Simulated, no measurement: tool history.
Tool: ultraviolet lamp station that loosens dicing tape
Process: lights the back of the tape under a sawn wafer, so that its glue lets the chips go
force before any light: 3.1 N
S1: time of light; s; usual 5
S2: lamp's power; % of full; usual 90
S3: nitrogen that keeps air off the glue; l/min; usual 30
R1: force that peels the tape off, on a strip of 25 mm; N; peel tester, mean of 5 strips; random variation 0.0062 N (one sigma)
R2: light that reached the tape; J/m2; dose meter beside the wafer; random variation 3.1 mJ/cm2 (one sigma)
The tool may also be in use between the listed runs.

run,day,S1,S2,S3,R1,R2
1,0.000,5,90,30,0.318,3360
2,0.821,5,90,30,0.327,3310
3,2.362,5,90,30,0.338,3250
4,3.671,3,90,30,0.748,1940
5,4.479,3,90,30,0.802,1920
6,6.133,5,90,30,0.371,3090
7,6.946,5,90,30,0.362,3060
8,7.779,5,90,30,0.379,3080
9,9.538,5,90,30,0.389,2970
10,10.442,5,90,30,0.413,2950
11,12.042,5,90,30,0.420,2870
12,13.888,5,90,30,0.445,2780
13,15.188,5,90,30,0.455,2740
14,16.400,5,90,30,0.475,2730
# day 17.750: lamp changed
15,17.983,5,90,9,0.447,4310
16,19.350,9,90,30,0.125,7720
# day 20.446: window cleaned of glue's vapour
17,20.962,9,90,9,0.164,8240
18,22.596,5,77,30,0.250,3870
19,24.304,4,77,30,0.376,3070
20,25.354,4,77,30,0.372,2980
21,26.712,7,77,56,0.135,5220
22,28.029,7,77,56,0.140,5130
23,29.708,4,84,40,0.312,3170
24,31.525,3,66,33,0.766,1820
25,32.600,3,63,30,0.903,1710
26,34.258,3,63,30,0.912,1710
27,35.683,7,81,30,0.176,4930
28,37.538,6,90,24,0.210,4600
29,38.842,6,90,24,0.221,4560
30,39.908,5,78,13,0.589,3250
31,41.325,4,89,11,0.743,2990
# day 41.512: window cleaned of glue's vapour
32,43.167,2,71,29,1.268,1280
33,44.446,2,71,29,1.222,1270
34,45.283,2,71,29,1.288,1190
35,46.350,6,83,29,0.218,4230

4 ways to go on from here, each from the tool as it stands after run 35. What would each give?
A,48.162,6,83,12,?,?
B,48.162,5,73,28,?,?
C,48.162,4,89,45,?,?
D,48.162,5,64,19,?,?

run,R1,R2
A,0.422,4140
B,0.397,3030
C,0.305,2970
D,0.632,2640
Without the tool's hidden state the same runs would have given:
run,R1,R2
A,0.278,5280
B,0.260,3870
C,0.202,3790
D,0.434,3380
